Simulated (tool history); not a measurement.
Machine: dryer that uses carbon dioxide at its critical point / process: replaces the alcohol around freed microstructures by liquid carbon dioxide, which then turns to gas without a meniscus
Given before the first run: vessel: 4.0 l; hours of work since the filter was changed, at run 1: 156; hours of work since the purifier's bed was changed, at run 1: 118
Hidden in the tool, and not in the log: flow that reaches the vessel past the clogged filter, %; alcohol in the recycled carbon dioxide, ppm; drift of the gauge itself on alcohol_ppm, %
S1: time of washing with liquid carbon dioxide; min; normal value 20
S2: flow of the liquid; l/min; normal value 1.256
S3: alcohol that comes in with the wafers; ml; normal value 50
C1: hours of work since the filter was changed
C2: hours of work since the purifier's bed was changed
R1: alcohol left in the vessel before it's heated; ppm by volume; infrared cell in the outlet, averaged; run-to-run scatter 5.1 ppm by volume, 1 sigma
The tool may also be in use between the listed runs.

| run | hour | S1 | S2 | S3 | C1 | C2 | R1 |
|---|---|---|---|---|---|---|---|
| 1 | 0.0 | 20 | 1.256 | 50 | 156 | 118 | 131 |
| 2 | 25.5 | 20 | 1.256 | 50 | 172 | 135 | 135 |
| 3 | 57.5 | 20 | 1.256 | 50 | 193 | 155 | 150 |
| 4 | 88.5 | 20 | 1.256 | 50 | 213 | 176 | 160 |
| 5 | 115.5 | 20 | 1.256 | 50 | 231 | 193 | 172 |
| 6 | 156.9 | 13 | 1.256 | 50 | 258 | 220 | 590 |
| 7 | 214.7 | 13 | 1.256 | 50 | 295 | 258 | 604 |
| 8 | 273.5 | 13 | 1.256 | 50 | 334 | 296 | 637 |
| 9 | 319.1 | 26 | 1.256 | 50 | 363 | 326 | 158 |
| 10 | 381.5 | 26 | 1.256 | 50 | 404 | 366 | 172 |
| 11 | 422.3 | 20 | 1.920 | 50 | 431 | 393 | 168 |
|  | 475.3 | inlet filter changed |
| 12 | 479.0 | 20 | 1.920 | 50 | 2 | 429 | 174 |
| 13 | 513.9 | 20 | 1.920 | 50 | 25 | 452 | 181 |
| 14 | 553.9 | 20 | 1.256 | 22 | 51 | 478 | 222 |
| 15 | 607.6 | 20 | 1.256 | 22 | 86 | 513 | 242 |
| 16 | 670.2 | 20 | 1.256 | 32 | 127 | 554 | 276 |
| 17 | 719.1 | 20 | 1.256 | 50 | 159 | 585 | 320 |
| 18 | 770.6 | 26 | 1.256 | 50 | 192 | 619 | 265 |
| 19 | 806.8 | 26 | 1.256 | 50 | 216 | 642 | 287 |
|  | 814.5 | purifier's bed changed |
| 20 | 841.9 | 26 | 1.256 | 50 | 237 | 18 | 31 |
| 21 | 901.0 | 26 | 1.480 | 50 | 275 | 56 | 33 |
| 22 | 928.7 | 20 | 1.256 | 39 | 293 | 74 | 95 |
| 23 | 971.3 | 20 | 1.256 | 74 | 321 | 102 | 179 |
| 24 | 1010.5 | 25 | 1.850 | 37 | 346 | 128 | 58 |
| 25 | 1047.8 | 17 | 1.460 | 50 | 371 | 152 | 160 |
| 26 | 1107.7 | 12 | 1.040 | 24 | 410 | 191 | 625 |
| 27 | 1169.2 | 12 | 1.040 | 24 | 450 | 231 | 648 |
|  | 1190.8 | inlet filter changed |
| 28 | 1229.8 | 12 | 1.040 | 24 | 25 | 270 | 597 |

Forecast run 29:
| 29 | 1257.3 | 15 | 1.010 | 31 | 43 | 288 | ? |

{"run 29": {"R1": 492}}
If the tool had no hidden condition, the same run with the same run-to-run variation would have returned R1 368 ppm by volume.
